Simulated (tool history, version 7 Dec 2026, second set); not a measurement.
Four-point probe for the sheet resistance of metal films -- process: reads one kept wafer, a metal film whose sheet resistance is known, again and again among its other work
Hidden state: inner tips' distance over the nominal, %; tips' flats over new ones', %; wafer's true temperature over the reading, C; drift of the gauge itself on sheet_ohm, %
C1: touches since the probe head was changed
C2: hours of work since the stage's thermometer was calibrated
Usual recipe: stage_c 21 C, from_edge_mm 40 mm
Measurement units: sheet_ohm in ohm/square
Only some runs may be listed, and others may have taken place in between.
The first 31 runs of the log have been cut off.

run 32 hour=674.1 | stage_c=21 from_edge_mm=7 | C1=18502 C2=1503 | sheet_ohm=0.628033
run 33 hour=696.5 | stage_c=21 from_edge_mm=7 | C1=18779 C2=1514 | sheet_ohm=0.628103
run 34 hour=720.4 | stage_c=18 from_edge_mm=59 | C1=19074 C2=1526 | sheet_ohm=0.625727
run 35 hour=737.3 | stage_c=24 from_edge_mm=12 | C1=19284 C2=1535 | sheet_ohm=0.627719
run 36 hour=756.9 | stage_c=25 from_edge_mm=12 | C1=19525 C2=1545 | sheet_ohm=0.627893
run 37 hour=775.4 | stage_c=19 from_edge_mm=12 | C1=19754 C2=1554 | sheet_ohm=0.626268
run 38 hour=791.3 | stage_c=34 from_edge_mm=15 | C1=19951 C2=1562 | sheet_ohm=0.629508
run 39 hour=810 | stage_c=27 from_edge_mm=5 | C1=20182 C2=1571 | sheet_ohm=0.631337
run 40 hour=835.2 | stage_c=22 from_edge_mm=12 | C1=20494 C2=1584 | sheet_ohm=0.626915
run 41 hour=859.7 | stage_c=22 from_edge_mm=40 | C1=20797 C2=1596 | sheet_ohm=0.626489
run 42 hour=885 | stage_c=26 from_edge_mm=18 | C1=21109 C2=1609 | sheet_ohm=0.627572
run 43 hour=911.8 | stage_c=30 from_edge_mm=18 | C1=21441 C2=1623 | sheet_ohm=0.628579
run 44 hour=935.7 | stage_c=30 from_edge_mm=18 | C1=21736 C2=1635 | sheet_ohm=0.628401

3 ways to go on from here, each from the tool as it stands after run 44. What would each give?
run A hour=960.3 | stage_c=22 from_edge_mm=18 | C1=22041 C2=1647 | sheet_ohm=?
run B hour=960.3 | stage_c=27 from_edge_mm=8 | C1=22041 C2=1647 | sheet_ohm=?
run C hour=960.3 | stage_c=21 from_edge_mm=6 | C1=22041 C2=1647 | sheet_ohm=?

run=A sheet_ohm=0.626578
run=B sheet_ohm=0.62882
run=C sheet_ohm=0.628486
The same runs, with their run-to-run variation unchanged, on a tool lacking any hidden condition would have given:
run=A sheet_ohm=0.624994
run=B sheet_ohm=0.627219
run=C sheet_ohm=0.6269
